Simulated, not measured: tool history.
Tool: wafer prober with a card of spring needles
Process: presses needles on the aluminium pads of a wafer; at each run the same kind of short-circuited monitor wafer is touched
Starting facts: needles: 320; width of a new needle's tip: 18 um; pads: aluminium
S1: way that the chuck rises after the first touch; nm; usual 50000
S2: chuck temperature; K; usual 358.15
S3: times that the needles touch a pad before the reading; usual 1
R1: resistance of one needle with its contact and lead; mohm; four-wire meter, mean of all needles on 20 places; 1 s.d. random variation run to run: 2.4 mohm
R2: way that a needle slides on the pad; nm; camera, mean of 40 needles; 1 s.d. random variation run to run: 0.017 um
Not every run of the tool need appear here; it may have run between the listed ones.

run 1 hour=0.0 | S1=50000 S2=358.15 S3=1 | R1=312 R2=6370
-- hour=13.8 tips cleaned on abrasive film
run 2 hour=16.0 | S1=50000 S2=358.15 S3=1 | R1=292 R2=6350
run 3 hour=26.7 | S1=50000 S2=358.15 S3=1 | R1=303 R2=6380
-- hour=41.0 height of the first contact set anew
run 4 hour=41.7 | S1=50000 S2=358.15 S3=1 | R1=316 R2=6470
-- hour=43.8 tips cleaned on abrasive film
run 5 hour=57.2 | S1=50000 S2=358.15 S3=3 | R1=286 R2=6450
run 6 hour=64.7 | S1=50000 S2=298.15 S3=3 | R1=276 R2=6450
-- hour=72.8 tips cleaned on abrasive film
run 7 hour=77.3 | S1=50000 S2=317.15 S3=1 | R1=282 R2=6430
run 8 hour=87.4 | S1=50000 S2=317.15 S3=1 | R1=301 R2=6420
run 9 hour=100.3 | S1=50000 S2=317.15 S3=1 | R1=305 R2=6410
-- hour=103.0 tips cleaned on abrasive film
run 10 hour=114.7 | S1=36000 S2=358.15 S3=1 | R1=344 R2=4620
run 11 hour=124.7 | S1=36000 S2=358.15 S3=1 | R1=358 R2=4650
-- hour=132.3 tips cleaned on abrasive film
run 12 hour=141.3 | S1=36000 S2=358.15 S3=1 | R1=335 R2=4570
run 13 hour=155.2 | S1=50000 S2=358.15 S3=1 | R1=314 R2=6380
-- hour=161.3 tips cleaned on abrasive film
run 14 hour=171.4 | S1=50000 S2=358.15 S3=1 | R1=308 R2=6410
run 15 hour=179.9 | S1=50000 S2=358.15 S3=2 | R1=300 R2=6390
-- hour=190.4 tips cleaned on abrasive film
run 16 hour=196.0 | S1=50000 S2=370.15 S3=1 | R1=301 R2=6370
run 17 hour=212.3 | S1=50000 S2=370.15 S3=1 | R1=315 R2=6380
-- hour=219.4 tips cleaned on abrasive film
run 18 hour=228.7 | S1=50000 S2=370.15 S3=1 | R1=312 R2=6370
-- hour=242.4 height of the first contact set anew
run 19 hour=245.3 | S1=50000 S2=330.15 S3=2 | R1=289 R2=6480
-- hour=249.2 tips cleaned on abrasive film
run 20 hour=257.6 | S1=50000 S2=330.15 S3=2 | R1=281 R2=6450
run 21 hour=267.5 | S1=54000 S2=311.15 S3=1 | R1=300 R2=6930
run 22 hour=276.7 | S1=50000 S2=362.15 S3=2 | R1=298 R2=6440

Run 23 has not been measured yet. What should we expect?
-- hour=278.3 tips cleaned on abrasive film
run 23 hour=283.7 | S1=44000 S2=298.15 S3=3 | R1=? R2=?

R1: 267 mohm
R2: 5640 nm
Take away the tool's hidden state, keep the run-to-run variation as it was, and the same run would have given R1 254 mohm, R2 5660 nm.
